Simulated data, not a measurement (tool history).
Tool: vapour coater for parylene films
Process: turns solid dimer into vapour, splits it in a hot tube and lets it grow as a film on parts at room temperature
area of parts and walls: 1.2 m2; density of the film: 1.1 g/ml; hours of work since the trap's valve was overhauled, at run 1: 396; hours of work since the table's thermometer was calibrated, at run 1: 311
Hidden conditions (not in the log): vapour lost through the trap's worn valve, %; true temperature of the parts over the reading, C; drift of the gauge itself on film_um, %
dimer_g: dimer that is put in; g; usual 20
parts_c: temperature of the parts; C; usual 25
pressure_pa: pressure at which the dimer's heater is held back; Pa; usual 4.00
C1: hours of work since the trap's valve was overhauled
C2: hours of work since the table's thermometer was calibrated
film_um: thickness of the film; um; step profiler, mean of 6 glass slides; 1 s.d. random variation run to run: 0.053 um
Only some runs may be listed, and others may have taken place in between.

Run 1, hour 0.0: usual settings; C1 396; C2 311. Result: film_um 8.78 um.
At hour 9.7: trap's valve overhauled.
Run 2, hour 70.2: usual settings; C1 51; C2 367. Result: film_um 9.79 um.
Run 3, hour 111.5: usual settings; C1 87; C2 402. Result: film_um 9.79 um.
Run 4, hour 140.2: usual settings; C1 111; C2 426. Result: film_um 9.72 um.
Run 5, hour 178.3: usual settings; C1 143; C2 459. Result: film_um 9.67 um.
Run 6, hour 216.1: usual settings; C1 175; C2 491. Result: film_um 9.55 um.
Run 7, hour 249.7: usual settings; C1 204; C2 520. Result: film_um 9.46 um.
Run 8, hour 298.4: usual settings but parts_c 18 C; C1 245; C2 561. Result: film_um 12.29 um.
Run 9, hour 353.8: usual settings but parts_c 18 C; C1 293; C2 608. Result: film_um 12.02 um.
Run 10, hour 420.0: usual settings; C1 349; C2 664. Result: film_um 9.06 um.
Run 11, hour 451.9: usual settings but dimer_g 31 g; C1 376; C2 691. Result: film_um 13.97 um.
At hour 486.4: trap's valve overhauled.
Run 12, hour 490.9: usual settings but dimer_g 31 g; C1 4; C2 721. Result: film_um 15.85 um.
Run 13, hour 539.2: usual settings but dimer_g 31 g, pressure_pa 4.10 Pa; C1 45; C2 762. Result: film_um 15.44 um.
Run 14, hour 594.7: usual settings but dimer_g 31 g, pressure_pa 4.10 Pa; C1 92; C2 809. Result: film_um 15.27 um.
Run 15, hour 641.7: usual settings but dimer_g 31 g, pressure_pa 4.10 Pa; C1 132; C2 849. Result: film_um 15.16 um.
Run 16, hour 691.1: usual settings but dimer_g 21 g, parts_c 18 C, pressure_pa 4.10 Pa; C1 174; C2 891. Result: film_um 13.23 um.
Run 17, hour 723.7: usual settings but dimer_g 13 g, parts_c 24 C, pressure_pa 11.74 Pa; C1 202; C2 919. Result: film_um 5.36 um.
Run 18, hour 754.5: usual settings but dimer_g 13 g, parts_c 24 C, pressure_pa 11.74 Pa; C1 228; C2 945. Result: film_um 5.29 um.
Run 19, hour 809.1: usual settings but dimer_g 13 g, parts_c 24 C, pressure_pa 11.74 Pa; C1 274; C2 992. Result: film_um 5.24 um.
At hour 813.4: table's thermometer calibrated.
Run 20, hour 868.3: usual settings but dimer_g 13 g, parts_c 24 C, pressure_pa 11.74 Pa; C1 324; C2 47. Result: film_um 5.27 um.
Run 21, hour 924.3: usual settings but dimer_g 23 g, parts_c 24 C, pressure_pa 5.02 Pa; C1 371; C2 94. Result: film_um 10.66 um.
At hour 961.9: trap's valve overhauled.
Run 22, hour 969.3: usual settings but dimer_g 22 g; C1 6; C2 129. Result: film_um 11.61 um.
Run 23, hour 1012.1: usual settings but dimer_g 13 g, parts_c 30 C, pressure_pa 2.61 Pa; C1 43; C2 166. Result: film_um 6.01 um.
At hour 1037.4: table's thermometer calibrated, once more.
Run 24, hour 1045.0: usual settings but dimer_g 21 g, parts_c 17 C, pressure_pa 2.33 Pa; C1 70; C2 7. Result: film_um 15.14 um.
Run 25, hour 1093.8: usual settings but dimer_g 25 g, parts_c 27 C, pressure_pa 10.38 Pa; C1 111; C2 48. Result: film_um 9.40 um.
Run 26, hour 1131.5: usual settings but dimer_g 28 g, parts_c 31 C; C1 143; C2 80. Result: film_um 10.61 um.
Run 27, hour 1174.2: usual settings but dimer_g 28 g, parts_c 30 C; C1 180; C2 116. Result: film_um 11.00 um.
Run 28, hour 1220.0: usual settings but dimer_g 15 g, parts_c 21 C, pressure_pa 2.78 Pa; C1 219; C2 155. Result: film_um 8.75 um.
Run 29, hour 1257.0: usual settings but dimer_g 31 g; C1 250; C2 187. Result: film_um 14.27 um.

How would selected steps in film_um from run to run divide? Give the signed amount a tool lacking its hidden state would still show from settings, what came in and random variation, and the signed amount left for the hidden state, including any gauge scatter that is not in both of the compared results.
Run 11 -> 12: trap's valve overhauled. film_um +1.88 um: hidden state +1.81, all else +0.07.
Run 16 -> 17: dimer_g 21 -> 13, parts_c 18 -> 24, pressure_pa 4.10 -> 11.74. film_um -7.87 um: hidden state +0.23, all else -8.10.
Run 21 -> 22: dimer_g 23 -> 22, parts_c 24 -> 25, pressure_pa 5.02 -> 4.00, trap's valve overhauled. film_um +0.95 um: hidden state +1.35, all else -0.40.
Run 23 -> 24: dimer_g 13 -> 21, parts_c 30 -> 17, pressure_pa 2.61 -> 2.33, table's thermometer calibrated, once more. film_um +9.13 um: hidden state -0.61, all else +9.74.
